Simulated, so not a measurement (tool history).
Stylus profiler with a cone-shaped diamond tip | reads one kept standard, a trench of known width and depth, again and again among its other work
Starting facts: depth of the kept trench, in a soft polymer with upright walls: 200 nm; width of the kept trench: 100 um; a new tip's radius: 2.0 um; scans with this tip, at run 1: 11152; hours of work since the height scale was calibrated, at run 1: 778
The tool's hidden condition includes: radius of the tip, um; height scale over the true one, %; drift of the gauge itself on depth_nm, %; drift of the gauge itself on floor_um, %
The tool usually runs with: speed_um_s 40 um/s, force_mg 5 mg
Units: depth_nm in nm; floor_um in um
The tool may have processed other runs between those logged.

run,hour,speed_um_s,force_mg,scans with this tip,hours of work since the height scale was calibrated,depth_nm,floor_um
1,0,40,5,11152,778,202.92,97.14
2,48.1,40,5,11675,815,202.76,97.13
3,134.7,40,5,12616,881,202.71,97.04
4,182.8,40,5,13139,917,202.86,96.96
5,265.8,40,5,14042,980,203.12,96.95
6,320.7,92,5,14639,1022,202.81,96.79
# hour 347.9: new tip fitted, height scale calibrated
7,376.2,40,5,307,21,202.22,98.05
8,471.7,40,5,1346,94,202.39,97.99
9,563.6,40,5,2346,164,202.38,97.87
10,628.1,40,5,3046,213,202.33,97.86
11,683.9,40,5,3653,255,202.36,97.72
12,798.5,40,5,4899,342,202.32,97.64
13,864,40,3.98,5612,392,202.23,97.6
14,946.4,40,3.98,6508,454,202.12,97.48
# hour 956.9: height scale calibrated on a step standard
15,1038.7,40,3.98,7506,62,202.25,97.42
16,1123.3,66,2.51,8425,126,201.65,97.24
17,1189.5,66,2.51,9146,177,201.85,97.2
18,1251.4,40,4.88,9819,224,202.59,97.24
# hour 1276.5: height scale calibrated on a step standard, once more
19,1351,24,3.06,10896,57,201.62,97.2
20,1439.9,155,6.07,11862,124,202.81,96.88
21,1529.4,102,11.57,12836,192,204.2,97.02
22,1630.3,102,11.57,13932,268,204.13,96.93
# hour 1718.8: new tip fitted, height scale calibrated
23,1737.9,18,3.51,208,14,201.77,98.2
24,1842.7,69,2.18,1348,94,201.39,97.86
25,1948.8,23,2.94,2501,175,201.74,97.88
26,2055.2,76,5,3658,255,202.46,97.65
27,2104.5,76,5,4194,293,202.48,97.64
28,2198.3,76,5,5214,364,202.6,97.51
29,2287.6,66,13.98,6185,432,204.78,97.56

Predict each of these 3 candidate next runs independently; none follows another, all start after run 29:
A,2401.8,144,8.61,7427,518,?,?
B,2401.8,13,2.56,7427,518,?,?
C,2401.8,40,12.84,7427,518,?,?

run,depth_nm,floor_um
A,203.65,97.27
B,201.75,97.47
C,204.59,97.45
Stripped of hidden state, with their random variation kept, the same runs would have yielded:
run,depth_nm,floor_um
A,203.36,98.04
B,201.46,98.24
C,204.3,98.23
